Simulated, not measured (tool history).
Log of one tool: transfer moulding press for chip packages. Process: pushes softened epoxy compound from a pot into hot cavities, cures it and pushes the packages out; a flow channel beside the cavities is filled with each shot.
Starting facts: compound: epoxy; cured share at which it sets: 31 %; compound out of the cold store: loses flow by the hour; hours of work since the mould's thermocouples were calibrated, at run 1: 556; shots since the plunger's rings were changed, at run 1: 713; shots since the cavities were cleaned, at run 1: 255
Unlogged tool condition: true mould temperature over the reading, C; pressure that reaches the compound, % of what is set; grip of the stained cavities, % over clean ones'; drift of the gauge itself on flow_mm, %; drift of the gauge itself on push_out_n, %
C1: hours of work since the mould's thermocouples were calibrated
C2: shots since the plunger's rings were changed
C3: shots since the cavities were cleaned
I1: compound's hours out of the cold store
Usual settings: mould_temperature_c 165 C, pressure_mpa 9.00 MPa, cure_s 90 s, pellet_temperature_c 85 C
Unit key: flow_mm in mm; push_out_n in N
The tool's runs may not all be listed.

{"run": 1, "day": 0.0, "mould_temperature_c": 165, "pressure_mpa": 9.0, "cure_s": 90, "pellet_temperature_c": 85, "C1": 556, "C2": 713, "C3": 255, "I1": 23.2, "flow_mm": 802, "push_out_n": 1013}
{"day": 0.921, "done": "mould's thermocouples calibrated"}
{"day": 1.529, "done": "cavities cleaned with cleaning compound and waxed"}
{"run": 2, "day": 2.004, "mould_temperature_c": 165, "pressure_mpa": 9.0, "cure_s": 90, "pellet_temperature_c": 85, "C1": 10, "C2": 1049, "C3": 86, "I1": 25.2, "flow_mm": 796, "push_out_n": 719}
{"day": 4.188, "done": "cavities cleaned with cleaning compound and waxed"}
{"run": 3, "day": 4.833, "mould_temperature_c": 161, "pressure_mpa": 9.0, "cure_s": 90, "pellet_temperature_c": 85, "C1": 38, "C2": 1551, "C3": 117, "I1": 45.3, "flow_mm": 744, "push_out_n": 934}
{"day": 6.925, "done": "cavities cleaned with cleaning compound and waxed"}
{"run": 4, "day": 8.042, "mould_temperature_c": 161, "pressure_mpa": 9.0, "cure_s": 90, "pellet_temperature_c": 85, "C1": 70, "C2": 2121, "C3": 203, "I1": 14.4, "flow_mm": 828, "push_out_n": 1231}
{"day": 9.608, "done": "cavities cleaned with cleaning compound and waxed"}
{"run": 5, "day": 10.229, "mould_temperature_c": 165, "pressure_mpa": 9.0, "cure_s": 126, "pellet_temperature_c": 85, "C1": 91, "C2": 2506, "C3": 113, "I1": 32.4, "flow_mm": 760, "push_out_n": 426}
{"run": 6, "day": 11.958, "mould_temperature_c": 165, "pressure_mpa": 9.0, "cure_s": 126, "pellet_temperature_c": 85, "C1": 109, "C2": 2819, "C3": 426, "I1": 23.6, "flow_mm": 783, "push_out_n": 644}
{"day": 12.225, "done": "cavities cleaned with cleaning compound and waxed"}
{"day": 14.9, "done": "cavities cleaned with cleaning compound and waxed"}
{"run": 7, "day": 15.242, "mould_temperature_c": 165, "pressure_mpa": 9.0, "cure_s": 126, "pellet_temperature_c": 85, "C1": 141, "C2": 3391, "C3": 62, "I1": 25.2, "flow_mm": 774, "push_out_n": 412}
{"day": 17.546, "done": "cavities cleaned with cleaning compound and waxed"}
{"run": 8, "day": 17.975, "mould_temperature_c": 165, "pressure_mpa": 9.0, "cure_s": 106, "pellet_temperature_c": 85, "C1": 168, "C2": 3875, "C3": 78, "I1": 21.3, "flow_mm": 777, "push_out_n": 497}
{"day": 19.692, "done": "plunger's sealing rings changed"}
{"day": 20.246, "done": "cavities cleaned with cleaning compound and waxed"}
{"run": 9, "day": 21.188, "mould_temperature_c": 165, "pressure_mpa": 9.0, "cure_s": 106, "pellet_temperature_c": 85, "C1": 198, "C2": 259, "C3": 170, "I1": 24.0, "flow_mm": 807, "push_out_n": 602}
{"day": 23.029, "done": "cavities cleaned with cleaning compound and waxed"}
{"run": 10, "day": 23.992, "mould_temperature_c": 165, "pressure_mpa": 9.0, "cure_s": 90, "pellet_temperature_c": 85, "C1": 226, "C2": 756, "C3": 174, "I1": 44.5, "flow_mm": 740, "push_out_n": 809}
{"day": 25.65, "done": "cavities cleaned with cleaning compound and waxed"}
{"run": 11, "day": 26.892, "mould_temperature_c": 165, "pressure_mpa": 9.0, "cure_s": 90, "pellet_temperature_c": 85, "C1": 255, "C2": 1270, "C3": 224, "I1": 16.0, "flow_mm": 816, "push_out_n": 887}
{"day": 28.362, "done": "cavities cleaned with cleaning compound and waxed"}
{"run": 12, "day": 28.812, "mould_temperature_c": 165, "pressure_mpa": 9.0, "cure_s": 90, "pellet_temperature_c": 85, "C1": 273, "C2": 1607, "C3": 82, "I1": 46.8, "flow_mm": 726, "push_out_n": 685}
{"run": 13, "day": 30.533, "mould_temperature_c": 165, "pressure_mpa": 9.0, "cure_s": 90, "pellet_temperature_c": 85, "C1": 291, "C2": 1918, "C3": 393, "I1": 9.8, "flow_mm": 837, "push_out_n": 1053}
{"day": 30.975, "done": "cavities cleaned with cleaning compound and waxed"}
{"run": 14, "day": 33.35, "mould_temperature_c": 165, "pressure_mpa": 10.18, "cure_s": 101, "pellet_temperature_c": 88, "C1": 318, "C2": 2417, "C3": 429, "I1": 40.1, "flow_mm": 787, "push_out_n": 802}
{"day": 33.654, "done": "cavities cleaned with cleaning compound and waxed"}
{"run": 15, "day": 35.7, "mould_temperature_c": 165, "pressure_mpa": 7.15, "cure_s": 90, "pellet_temperature_c": 85, "C1": 342, "C2": 2832, "C3": 371, "I1": 14.1, "flow_mm": 722, "push_out_n": 1052}
{"day": 36.333, "done": "cavities cleaned with cleaning compound and waxed"}
{"run": 16, "day": 38.354, "mould_temperature_c": 165, "pressure_mpa": 9.5, "cure_s": 90, "pellet_temperature_c": 85, "C1": 368, "C2": 3302, "C3": 367, "I1": 10.4, "flow_mm": 840, "push_out_n": 1085}
{"day": 39.129, "done": "cavities cleaned with cleaning compound and waxed"}
{"run": 17, "day": 40.033, "mould_temperature_c": 165, "pressure_mpa": 10.24, "cure_s": 90, "pellet_temperature_c": 75, "C1": 384, "C2": 3595, "C3": 164, "I1": 36.5, "flow_mm": 787, "push_out_n": 851}
{"run": 18, "day": 41.625, "mould_temperature_c": 165, "pressure_mpa": 9.66, "cure_s": 90, "pellet_temperature_c": 75, "C1": 400, "C2": 3883, "C3": 452, "I1": 24.5, "flow_mm": 800, "push_out_n": 1140}
{"day": 41.829, "done": "cavities cleaned with cleaning compound and waxed"}
{"day": 43.317, "done": "plunger's sealing rings changed"}
{"run": 19, "day": 43.9, "mould_temperature_c": 159, "pressure_mpa": 9.66, "cure_s": 114, "pellet_temperature_c": 75, "C1": 421, "C2": 106, "C3": 356, "I1": 47.6, "flow_mm": 787, "push_out_n": 892}
{"day": 44.654, "done": "cavities cleaned with cleaning compound and waxed"}
{"run": 20, "day": 45.321, "mould_temperature_c": 165, "pressure_mpa": 7.11, "cure_s": 125, "pellet_temperature_c": 87, "C1": 435, "C2": 352, "C3": 121, "I1": 36.9, "flow_mm": 686, "push_out_n": 459}
{"day": 47.425, "done": "cavities cleaned with cleaning compound and waxed"}
{"run": 21, "day": 48.379, "mould_temperature_c": 165, "pressure_mpa": 7.11, "cure_s": 125, "pellet_temperature_c": 87, "C1": 465, "C2": 895, "C3": 173, "I1": 22.1, "flow_mm": 716, "push_out_n": 487}

Alternative continuations, all from the tool just after run 21; predict every row:
{"day": 50.104, "done": "cavities cleaned with cleaning compound and waxed"}
{"run": "A", "day": 50.946, "mould_temperature_c": 165, "pressure_mpa": 7.11, "cure_s": 125, "pellet_temperature_c": 87, "C1": 491, "C2": 1348, "C3": 153, "I1": 46.0, "flow_mm": "?", "push_out_n": "?"}
{"day": 50.104, "done": "cavities cleaned with cleaning compound and waxed"}
{"run": "B", "day": 50.946, "mould_temperature_c": 165, "pressure_mpa": 7.11, "cure_s": 126, "pellet_temperature_c": 87, "C1": 491, "C2": 1348, "C3": 153, "I1": 39.1, "flow_mm": "?", "push_out_n": "?"}
{"day": 50.104, "done": "cavities cleaned with cleaning compound and waxed"}
{"run": "C", "day": 50.946, "mould_temperature_c": 165, "pressure_mpa": 7.11, "cure_s": 79, "pellet_temperature_c": 87, "C1": 491, "C2": 1348, "C3": 153, "I1": 20.6, "flow_mm": "?", "push_out_n": "?"}
{"day": 50.104, "done": "cavities cleaned with cleaning compound and waxed"}
{"run": "D", "day": 50.946, "mould_temperature_c": 166, "pressure_mpa": 8.98, "cure_s": 125, "pellet_temperature_c": 77, "C1": 491, "C2": 1348, "C3": 153, "I1": 22.3, "flow_mm": "?", "push_out_n": "?"}
{"day": 50.104, "done": "cavities cleaned with cleaning compound and waxed"}
{"run": "E", "day": 50.946, "mould_temperature_c": 165, "pressure_mpa": 8.08, "cure_s": 125, "pellet_temperature_c": 85, "C1": 491, "C2": 1348, "C3": 153, "I1": 28.4, "flow_mm": "?", "push_out_n": "?"}

run=A flow_mm=652 push_out_n=468
run=B flow_mm=669 push_out_n=486
run=C flow_mm=713 push_out_n=1144
run=D flow_mm=795 push_out_n=470
run=E flow_mm=744 push_out_n=480
With no hidden state in the tool, these same runs would have given:
run=A flow_mm=662 push_out_n=321
run=B flow_mm=680 push_out_n=331
run=C flow_mm=724 push_out_n=741
run=D flow_mm=808 push_out_n=321
run=E flow_mm=756 push_out_n=327

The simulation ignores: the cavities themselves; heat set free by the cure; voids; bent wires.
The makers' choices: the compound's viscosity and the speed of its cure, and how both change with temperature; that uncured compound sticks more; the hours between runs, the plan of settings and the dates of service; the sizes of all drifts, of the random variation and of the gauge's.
